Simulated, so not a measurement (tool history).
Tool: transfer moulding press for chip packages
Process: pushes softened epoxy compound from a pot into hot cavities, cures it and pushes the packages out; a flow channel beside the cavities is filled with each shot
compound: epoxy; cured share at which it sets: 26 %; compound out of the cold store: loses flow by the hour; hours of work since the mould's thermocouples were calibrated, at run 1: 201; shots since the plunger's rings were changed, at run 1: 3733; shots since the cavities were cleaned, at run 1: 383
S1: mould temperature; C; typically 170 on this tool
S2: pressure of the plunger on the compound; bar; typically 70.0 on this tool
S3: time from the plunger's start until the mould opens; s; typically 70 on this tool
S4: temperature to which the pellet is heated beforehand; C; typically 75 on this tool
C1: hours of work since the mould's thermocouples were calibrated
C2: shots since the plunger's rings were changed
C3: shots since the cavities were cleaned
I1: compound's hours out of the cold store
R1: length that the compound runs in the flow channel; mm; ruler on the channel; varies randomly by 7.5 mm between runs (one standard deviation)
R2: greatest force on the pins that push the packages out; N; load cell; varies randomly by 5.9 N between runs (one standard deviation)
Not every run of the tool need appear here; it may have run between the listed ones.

Run 1, day 0.000: usual settings; C1 201; C2 3733; C3 383; I1 35.5. Result: R1 852 mm, R2 336 N.
Run 2, day 0.267: usual settings; C1 204; C2 3819; C3 469; I1 20.9. Result: R1 926 mm, R2 351 N.
Run 3, day 0.488: usual settings but S4 71 C; C1 208; C2 3891; C3 541; I1 15.9. Result: R1 954 mm, R2 379 N.
Run 4, day 0.662: usual settings but S4 79 C; C1 210; C2 3947; C3 597; I1 13.8. Result: R1 937 mm, R2 371 N.
Run 5, day 1.050: usual settings but S4 79 C; C1 216; C2 4073; C3 723; I1 26.1. Result: R1 892 mm, R2 392 N.
At day 1.208: cavities cleaned with cleaning compound and waxed.
Run 6, day 1.288: usual settings but S3 56 s; C1 219; C2 4130; C3 26; I1 47.6. Result: R1 808 mm, R2 354 N.
Run 7, day 1.504: usual settings; C1 222; C2 4201; C3 97; I1 25.7. Result: R1 906 mm, R2 267 N.
Run 8, day 1.708: usual settings; C1 225; C2 4267; C3 163; I1 16.0. Result: R1 935 mm, R2 285 N.
Run 9, day 1.892: usual settings but S1 165 C, S2 57.2 bar, S3 89 s; C1 228; C2 4326; C3 222; I1 37.3. Result: R1 777 mm, R2 270 N.
Run 10, day 2.142: usual settings but S1 165 C, S2 56.5 bar, S3 89 s; C1 231; C2 4407; C3 303; I1 36.3. Result: R1 762 mm, R2 291 N.
Run 11, day 2.396: usual settings but S2 69.4 bar, S3 55 s, S4 80 C; C1 235; C2 4489; C3 385; I1 29.5. Result: R1 863 mm, R2 543 N.

Forecast run 12:
Run 12, day 2.625: usual settings but S2 69.4 bar, S3 55 s, S4 80 C; C1 238; C2 4563; C3 459; I1 24.5. Result: R1 ?, R2 ?.

{"run 12": {"R1": 909, "R2": 603}}
Were there no unlogged condition in the tool, this run, its random variation unchanged, would have produced R1 955 mm, R2 369 N.

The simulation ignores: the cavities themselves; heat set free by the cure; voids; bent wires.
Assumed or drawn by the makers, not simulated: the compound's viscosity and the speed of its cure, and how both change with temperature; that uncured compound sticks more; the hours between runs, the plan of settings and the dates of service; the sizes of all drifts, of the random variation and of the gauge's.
